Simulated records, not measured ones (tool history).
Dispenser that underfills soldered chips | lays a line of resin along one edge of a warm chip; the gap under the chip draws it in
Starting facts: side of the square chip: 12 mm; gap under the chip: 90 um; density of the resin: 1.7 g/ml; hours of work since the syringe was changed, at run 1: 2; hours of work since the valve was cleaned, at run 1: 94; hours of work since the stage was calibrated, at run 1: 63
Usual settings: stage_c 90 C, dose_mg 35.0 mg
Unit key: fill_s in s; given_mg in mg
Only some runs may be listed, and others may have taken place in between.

run	hour	stage_c	dose_mg	hours of work since the syringe was changed	hours of work since the valve was cleaned	hours of work since the stage was calibrated	fill_s	given_mg
1	0.0	90	35.0	2	94	63	60.6	31.84
# hour 4.7: new syringe of resin
2	6.7	90	35.0	1	98	67	56.2	31.57
# hour 12.6: new syringe of resin
3	14.9	90	35.0	2	104	73	57.1	31.53
# hour 17.8: dispensing valve cleaned and set on the balance
# hour 21.4: new syringe of resin
4	23.0	90	35.0	1	3	77	52.6	34.91
# hour 29.1: new syringe of resin
5	30.0	89	35.0	1	8	82	54.5	34.90
# hour 37.1: new syringe of resin
6	40.4	89	35.0	2	15	89	61.9	34.53
# hour 44.8: new syringe of resin
7	45.7	90	35.0	1	18	92	51.7	34.40
# hour 53.2: new syringe of resin
8	55.9	90	35.0	2	25	99	56.2	34.11
# hour 61.1: new syringe of resin
9	61.4	90	35.0	0	29	103	49.2	33.94
# hour 69.4: new syringe of resin
10	70.0	90	35.0	0	35	109	50.8	33.93
11	75.6	90	35.0	4	39	113	70.6	33.79
# hour 77.4: new syringe of resin
# hour 85.6: new syringe of resin
12	87.9	90	35.0	2	47	121	54.5	33.39
# hour 93.4: new syringe of resin
13	96.1	90	35.0	2	52	126	58.4	33.15
# hour 101.8: new syringe of resin
14	105.5	96	35.0	3	58	132	48.1	33.45
# hour 109.9: new syringe of resin
15	116.9	96	35.0	5	66	140	55.6	32.88
# hour 117.7: new syringe of resin
# hour 125.4: new syringe of resin
16	125.7	96	35.0	0	72	146	38.4	32.47
# hour 133.1: new syringe of resin
17	136.2	78	35.0	2	79	153	97.8	32.29
# hour 141.4: new syringe of resin
18	147.7	78	35.0	4	87	161	120.1	32.19
# hour 149.5: new syringe of resin
19	153.6	82	35.0	3	91	165	86.1	32.09
# hour 157.3: new syringe of resin
20	159.1	95	33.0	1	94	168	45.4	29.77
21	164.5	95	33.0	5	98	172	61.9	29.87
# hour 165.6: new syringe of resin
22	170.0	78	41.1	3	102	176	101.1	37.08
# hour 174.0: new syringe of resin
# hour 176.3: dispensing valve cleaned and set on the balance
23	177.9	78	41.1	2	1	180	92.8	40.81
# hour 182.9: new syringe of resin
24	188.6	86	30.3	4	8	187	82.4	30.02
# hour 190.6: new syringe of resin
# hour 198.3: new syringe of resin
25	199.0	97	40.0	0	15	194	38.8	39.40
# hour 206.3: new syringe of resin
26	210.6	90	36.9	3	23	202	62.6	36.00
# hour 214.7: new syringe of resin
27	217.6	85	43.9	2	28	207	67.8	43.00
# hour 222.9: new syringe of resin
28	223.3	85	43.9	0	31	210	59.9	42.26
# hour 230.8: new syringe of resin
29	230.8	91	38.0	0	36	215	47.2	36.58
# hour 238.6: new syringe of resin
30	243.0	82	38.0	3	45	224	86.3	36.44
# hour 246.6: new syringe of resin
31	249.7	82	38.0	2	49	228	80.7	36.11
# hour 254.5: new syringe of resin
32	258.5	99	33.0	3	55	234	43.6	30.99
# hour 263.1: new syringe of resin
33	264.9	82	44.0	1	59	238	74.3	41.48

How the hidden state differs across the entries between the runs, from the last listed run before each to the first after it:
In the gap between runs 1 and 2: new syringe of resin (hour 4.7)
  resin's viscosity, % of fresh resin's: 121.3 -> 111.7; dose that the valve gives, % of what is set: 90.37 -> 89.94; true chip temperature over the reading, C: 0.06 -> 0.08
  measured value less the no-hidden-state value, fill_s: +11.3 -> +6.5 s; given_mg: -3.39 -> -3.52 mg
In the gap between runs 2 and 3: new syringe of resin (hour 12.6)
  resin's viscosity, % of fresh resin's: 111.7 -> 115; dose that the valve gives, % of what is set: 89.94 -> 89.45; true chip temperature over the reading, C: 0.08 -> 0.11
  measured value less the no-hidden-state value, fill_s: +6.5 -> +8.1 s; given_mg: -3.52 -> -3.72 mg
In the gap between runs 3 and 4: dispensing valve cleaned and set on the balance (hour 17.8); new syringe of resin (hour 21.4)
  resin's viscosity, % of fresh resin's: 115 -> 108.8; dose that the valve gives, % of what is set: 89.45 -> 99.83; true chip temperature over the reading, C: 0.11 -> 0.13
  measured value less the no-hidden-state value, fill_s: +8.1 -> +4.0 s; given_mg: -3.72 -> -0.05 mg
In the gap between runs 4 and 5: new syringe of resin (hour 29.1)
  resin's viscosity, % of fresh resin's: 108.8 -> 104.9; dose that the valve gives, % of what is set: 99.83 -> 99.37; true chip temperature over the reading, C: 0.13 -> 0.15
  measured value less the no-hidden-state value, fill_s: +4.0 -> +2.2 s; given_mg: -0.05 -> -0.22 mg
In the gap between runs 5 and 6: new syringe of resin (hour 37.1)
  resin's viscosity, % of fresh resin's: 104.9 -> 121.6; dose that the valve gives, % of what is set: 99.37 -> 98.66; true chip temperature over the reading, C: 0.15 -> 0.18
  measured value less the no-hidden-state value, fill_s: +2.2 -> +10.7 s; given_mg: -0.22 -> -0.47 mg
In the gap between runs 6 and 7: new syringe of resin (hour 44.8)
  resin's viscosity, % of fresh resin's: 121.6 -> 105.5; dose that the valve gives, % of what is set: 98.66 -> 98.31; true chip temperature over the reading, C: 0.18 -> 0.19
  measured value less the no-hidden-state value, fill_s: +10.7 -> +2.4 s; given_mg: -0.47 -> -0.59 mg
In the gap between runs 7 and 8: new syringe of resin (hour 53.2)
  resin's viscosity, % of fresh resin's: 105.5 -> 115.9; dose that the valve gives, % of what is set: 98.31 -> 97.69; true chip temperature over the reading, C: 0.19 -> 0.22
  measured value less the no-hidden-state value, fill_s: +2.4 -> +7.4 s; given_mg: -0.59 -> -0.81 mg
In the gap between runs 8 and 9: new syringe of resin (hour 61.1)
  resin's viscosity, % of fresh resin's: 115.9 -> 101.9; dose that the valve gives, % of what is set: 97.69 -> 97.34; true chip temperature over the reading, C: 0.22 -> 0.23
  measured value less the no-hidden-state value, fill_s: +7.4 -> +0.6 s; given_mg: -0.81 -> -0.93 mg
In the gap between runs 9 and 10: new syringe of resin (hour 69.4)
  resin's viscosity, % of fresh resin's: 101.9 -> 104; dose that the valve gives, % of what is set: 97.34 -> 96.79; true chip temperature over the reading, C: 0.23 -> 0.26
  measured value less the no-hidden-state value, fill_s: +0.6 -> +1.7 s; given_mg: -0.93 -> -1.13 mg
In the gap between runs 11 and 12: new syringe of resin (hour 77.4); new syringe of resin (hour 85.6)
  resin's viscosity, % of fresh resin's: 145.1 -> 114.7; dose that the valve gives, % of what is set: 96.41 -> 95.62; true chip temperature over the reading, C: 0.28 -> 0.31
  measured value less the no-hidden-state value, fill_s: +21.6 -> +6.7 s; given_mg: -1.26 -> -1.53 mg
In the gap between runs 12 and 13: new syringe of resin (hour 93.4)
  resin's viscosity, % of fresh resin's: 114.7 -> 117.7; dose that the valve gives, % of what is set: 95.62 -> 95.08; true chip temperature over the reading, C: 0.31 -> 0.33
  measured value less the no-hidden-state value, fill_s: +6.7 -> +8.5 s; given_mg: -1.53 -> -1.72 mg
In the gap between runs 13 and 14: new syringe of resin (hour 101.8)
  resin's viscosity, % of fresh resin's: 117.7 -> 125.3; dose that the valve gives, % of what is set: 95.08 -> 94.46; true chip temperature over the reading, C: 0.33 -> 0.36
  measured value less the no-hidden-state value, fill_s: +8.5 -> +9.4 s; given_mg: -1.72 -> -1.95 mg
In the gap between runs 14 and 15: new syringe of resin (hour 109.9)
  resin's viscosity, % of fresh resin's: 125.3 -> 149.3; dose that the valve gives, % of what is set: 94.46 -> 93.72; true chip temperature over the reading, C: 0.36 -> 0.39
  measured value less the no-hidden-state value, fill_s: +9.4 -> +18.4 s; given_mg: -1.95 -> -2.21 mg
In the gap between runs 15 and 16: new syringe of resin (hour 117.7); new syringe of resin (hour 125.4)
  resin's viscosity, % of fresh resin's: 149.3 -> 101.2; dose that the valve gives, % of what is set: 93.72 -> 93.16; true chip temperature over the reading, C: 0.39 -> 0.41
  measured value less the no-hidden-state value, fill_s: +18.4 -> +0.2 s; given_mg: -2.21 -> -2.38 mg
In the gap between runs 16 and 17: new syringe of resin (hour 133.1)
  resin's viscosity, % of fresh resin's: 101.2 -> 118.5; dose that the valve gives, % of what is set: 93.16 -> 92.45; true chip temperature over the reading, C: 0.41 -> 0.44
  measured value less the no-hidden-state value, fill_s: +0.2 -> +14.6 s; given_mg: -2.38 -> -2.64 mg
In the gap between runs 17 and 18: new syringe of resin (hour 141.4)
  resin's viscosity, % of fresh resin's: 118.5 -> 146.5; dose that the valve gives, % of what is set: 92.45 -> 91.65; true chip temperature over the reading, C: 0.44 -> 0.48
  measured value less the no-hidden-state value, fill_s: +14.6 -> +37.5 s; given_mg: -2.64 -> -2.94 mg
In the gap between runs 18 and 19: new syringe of resin (hour 149.5)
  resin's viscosity, % of fresh resin's: 146.5 -> 127.1; dose that the valve gives, % of what is set: 91.65 -> 91.24; true chip temperature over the reading, C: 0.48 -> 0.49
  measured value less the no-hidden-state value, fill_s: +37.5 -> +17.9 s; given_mg: -2.94 -> -3.08 mg
In the gap between runs 19 and 20: new syringe of resin (hour 157.3)
  resin's viscosity, % of fresh resin's: 127.1 -> 112.1; dose that the valve gives, % of what is set: 91.24 -> 90.91; true chip temperature over the reading, C: 0.49 -> 0.51
  measured value less the no-hidden-state value, fill_s: +17.9 -> +4.8 s; given_mg: -3.08 -> -2.98 mg
In the gap between runs 21 and 22: new syringe of resin (hour 165.6)
  resin's viscosity, % of fresh resin's: 154.1 -> 129; dose that the valve gives, % of what is set: 90.6 -> 90.26; true chip temperature over the reading, C: 0.52 -> 0.54
  measured value less the no-hidden-state value, fill_s: +21.8 -> +21.3 s; given_mg: -3.11 -> -4.01 mg
In the gap between runs 22 and 23: new syringe of resin (hour 174.0); dispensing valve cleaned and set on the balance (hour 176.3)
  resin's viscosity, % of fresh resin's: 129 -> 119.4; dose that the valve gives, % of what is set: 90.26 -> 99.61; true chip temperature over the reading, C: 0.54 -> 0.56
  measured value less the no-hidden-state value, fill_s: +21.3 -> +13.3 s; given_mg: -4.01 -> -0.16 mg
In the gap between runs 23 and 24: new syringe of resin (hour 182.9)
  resin's viscosity, % of fresh resin's: 119.4 -> 140.7; dose that the valve gives, % of what is set: 99.61 -> 98.93; true chip temperature over the reading, C: 0.56 -> 0.59
  measured value less the no-hidden-state value, fill_s: +13.3 -> +22.5 s; given_mg: -0.16 -> -0.32 mg
In the gap between runs 24 and 25: new syringe of resin (hour 190.6); new syringe of resin (hour 198.3)
  resin's viscosity, % of fresh resin's: 140.7 -> 107.2; dose that the valve gives, % of what is set: 98.93 -> 98.36; true chip temperature over the reading, C: 0.59 -> 0.62
  measured value less the no-hidden-state value, fill_s: +22.5 -> +1.7 s; given_mg: -0.32 -> -0.65 mg
In the gap between runs 25 and 26: new syringe of resin (hour 206.3)
  resin's viscosity, % of fresh resin's: 107.2 -> 128.3; dose that the valve gives, % of what is set: 98.36 -> 97.63; true chip temperature over the reading, C: 0.62 -> 0.65
  measured value less the no-hidden-state value, fill_s: +1.7 -> +12.5 s; given_mg: -0.65 -> -0.88 mg
In the gap between runs 26 and 27: new syringe of resin (hour 214.7)
  resin's viscosity, % of fresh resin's: 128.3 -> 117.5; dose that the valve gives, % of what is set: 97.63 -> 97.18; true chip temperature over the reading, C: 0.65 -> 0.66
  measured value less the no-hidden-state value, fill_s: +12.5 -> +8.6 s; given_mg: -0.88 -> -1.25 mg
In the gap between runs 27 and 28: new syringe of resin (hour 222.9)
  resin's viscosity, % of fresh resin's: 117.5 -> 103.1; dose that the valve gives, % of what is set: 97.18 -> 96.79; true chip temperature over the reading, C: 0.66 -> 0.68
  measured value less the no-hidden-state value, fill_s: +8.6 -> +0.2 s; given_mg: -1.25 -> -1.41 mg
In the gap between runs 28 and 29: new syringe of resin (hour 230.8)
  resin's viscosity, % of fresh resin's: 103.1 -> 100.9; dose that the valve gives, % of what is set: 96.79 -> 96.27; true chip temperature over the reading, C: 0.68 -> 0.7
  measured value less the no-hidden-state value, fill_s: +0.2 -> -0.8 s; given_mg: -1.41 -> -1.42 mg
In the gap between runs 29 and 30: new syringe of resin (hour 238.6)
  resin's viscosity, % of fresh resin's: 100.9 -> 129.4; dose that the valve gives, % of what is set: 96.27 -> 95.51; true chip temperature over the reading, C: 0.7 -> 0.73
  measured value less the no-hidden-state value, fill_s: -0.8 -> +17.9 s; given_mg: -1.42 -> -1.72 mg
In the gap between runs 30 and 31: new syringe of resin (hour 246.6)
  resin's viscosity, % of fresh resin's: 129.4 -> 119.9; dose that the valve gives, % of what is set: 95.51 -> 95.08; true chip temperature over the reading, C: 0.73 -> 0.75
  measured value less the no-hidden-state value, fill_s: +17.9 -> +11.5 s; given_mg: -1.72 -> -1.87 mg
In the gap between runs 31 and 32: new syringe of resin (hour 254.5)
  resin's viscosity, % of fresh resin's: 119.9 -> 125.8; dose that the valve gives, % of what is set: 95.08 -> 94.52; true chip temperature over the reading, C: 0.75 -> 0.78
  measured value less the no-hidden-state value, fill_s: +11.5 -> +8.2 s; given_mg: -1.87 -> -1.81 mg
In the gap between runs 32 and 33: new syringe of resin (hour 263.1)
  resin's viscosity, % of fresh resin's: 125.8 -> 112.5; dose that the valve gives, % of what is set: 94.52 -> 94.15; true chip temperature over the reading, C: 0.78 -> 0.8
  measured value less the no-hidden-state value, fill_s: +8.2 -> +6.1 s; given_mg: -1.81 -> -2.58 mg

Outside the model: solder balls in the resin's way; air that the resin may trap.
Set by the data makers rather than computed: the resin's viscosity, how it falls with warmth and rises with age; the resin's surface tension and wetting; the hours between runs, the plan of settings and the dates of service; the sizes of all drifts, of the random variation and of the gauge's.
